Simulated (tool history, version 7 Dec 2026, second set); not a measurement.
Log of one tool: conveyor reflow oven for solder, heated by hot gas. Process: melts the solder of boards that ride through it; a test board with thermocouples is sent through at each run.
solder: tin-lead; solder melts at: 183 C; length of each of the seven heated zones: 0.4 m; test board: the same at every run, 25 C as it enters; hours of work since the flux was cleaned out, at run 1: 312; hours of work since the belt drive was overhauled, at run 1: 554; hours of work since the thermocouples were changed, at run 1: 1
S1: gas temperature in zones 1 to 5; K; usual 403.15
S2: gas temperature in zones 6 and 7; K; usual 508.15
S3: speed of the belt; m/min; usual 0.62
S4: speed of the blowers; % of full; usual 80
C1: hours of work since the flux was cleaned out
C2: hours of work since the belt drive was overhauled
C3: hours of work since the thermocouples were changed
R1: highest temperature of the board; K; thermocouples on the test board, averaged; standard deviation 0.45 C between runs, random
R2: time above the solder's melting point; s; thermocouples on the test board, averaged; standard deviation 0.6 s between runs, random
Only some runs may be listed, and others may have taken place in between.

| run | hour | S1 | S2 | S3 | S4 | C1 | C2 | C3 | R1 | R2 |
|---|---|---|---|---|---|---|---|---|---|---|
| 1 | 0 | 403.15 | 508.15 | 0.62 | 80 | 312 | 554 | 1 | 490.15 | 54 |
| 2 | 25.9 | 403.15 | 508.15 | 0.62 | 80 | 332 | 574 | 21 | 490.35 | 54.4 |
| 3 | 38.2 | 403.15 | 508.15 | 0.701 | 80 | 342 | 584 | 31 | 485.05 | 45.3 |
| 4 | 51.8 | 403.15 | 508.15 | 0.62 | 80 | 353 | 595 | 42 | 489.65 | 53.8 |
| 5 | 71.1 | 403.15 | 508.15 | 0.62 | 80 | 368 | 609 | 57 | 489.75 | 55.5 |
| 6 | 86.2 | 403.15 | 508.15 | 0.62 | 80 | 379 | 621 | 68 | 490.15 | 55 |
| 7 | 107.4 | 403.15 | 508.15 | 0.62 | 80 | 396 | 638 | 85 | 490.05 | 54.5 |
| 8 | 119 | 403.15 | 508.15 | 0.542 | 80 | 405 | 647 | 94 | 493.65 | 66.9 |
|  | 130.4 | flux residue cleaned out of gas plates and filters |
| 9 | 142.9 | 403.15 | 508.15 | 0.542 | 80 | 10 | 661 | 108 | 494.45 | 66.2 |
| 10 | 168 | 403.15 | 507.15 | 0.62 | 80 | 29 | 681 | 128 | 489.15 | 53.6 |
| 11 | 190.5 | 403.15 | 508.15 | 0.62 | 63 | 47 | 698 | 145 | 485.35 | 50.7 |
| 12 | 216.6 | 399.15 | 508.15 | 0.62 | 80 | 67 | 718 | 165 | 489.95 | 52 |
| 13 | 233.4 | 399.15 | 508.15 | 0.62 | 80 | 80 | 731 | 178 | 489.15 | 53 |
| 14 | 251.9 | 403.15 | 508.15 | 0.62 | 80 | 94 | 746 | 193 | 490.25 | 54.3 |
| 15 | 268.4 | 403.15 | 508.15 | 0.62 | 80 | 107 | 758 | 205 | 489.85 | 55.1 |
| 16 | 284.7 | 403.15 | 508.15 | 0.62 | 80 | 120 | 771 | 218 | 490.05 | 56.5 |
| 17 | 301.2 | 403.15 | 508.15 | 0.62 | 80 | 132 | 784 | 231 | 489.85 | 55.3 |
| 18 | 317.4 | 403.15 | 508.15 | 0.543 | 65 | 145 | 796 | 243 | 490.85 | 62.4 |
| 19 | 342.8 | 403.15 | 508.15 | 0.543 | 65 | 165 | 816 | 263 | 490.85 | 63.4 |
| 20 | 355.6 | 400.15 | 507.15 | 0.729 | 79 | 175 | 826 | 273 | 481.65 | 39.6 |
| 21 | 367.7 | 400.15 | 507.15 | 0.729 | 79 | 184 | 835 | 282 | 481.95 | 38.7 |
| 22 | 390.6 | 403.15 | 516.15 | 0.554 | 80 | 202 | 853 | 300 | 500.35 | 70.7 |
| 23 | 410.1 | 402.15 | 510.15 | 0.685 | 80 | 217 | 868 | 315 | 487.15 | 47.3 |
| 24 | 421.9 | 402.15 | 510.15 | 0.685 | 80 | 226 | 877 | 324 | 488.25 | 46.2 |
| 25 | 436.9 | 403.15 | 517.15 | 0.705 | 78 | 237 | 889 | 336 | 491.75 | 48.7 |
| 26 | 453.8 | 403.15 | 517.15 | 0.705 | 78 | 251 | 902 | 349 | 491.65 | 48.7 |
| 27 | 467.3 | 412.15 | 511.15 | 0.705 | 78 | 261 | 913 | 360 | 489.85 | 49 |
| 28 | 480.7 | 412.15 | 511.15 | 0.705 | 78 | 271 | 923 | 370 | 489.45 | 48.9 |
| 29 | 495.1 | 412.15 | 511.15 | 0.623 | 73 | 283 | 934 | 381 | 492.05 | 58.2 |
| 30 | 520 | 412.15 | 511.15 | 0.623 | 73 | 302 | 953 | 400 | 492.75 | 59.1 |
| 31 | 542.6 | 398.15 | 521.15 | 0.541 | 66 | 319 | 971 | 418 | 501.45 | 69.1 |

How the hidden state differs across the entries between the runs, from the last listed run before each to the first after it:
After run 8, before run 9: flux residue cleaned out of gas plates and filters (hour 130.4)
  heat that the gas passes to the board, % of a clean oven's: 99.5 -> 99.9
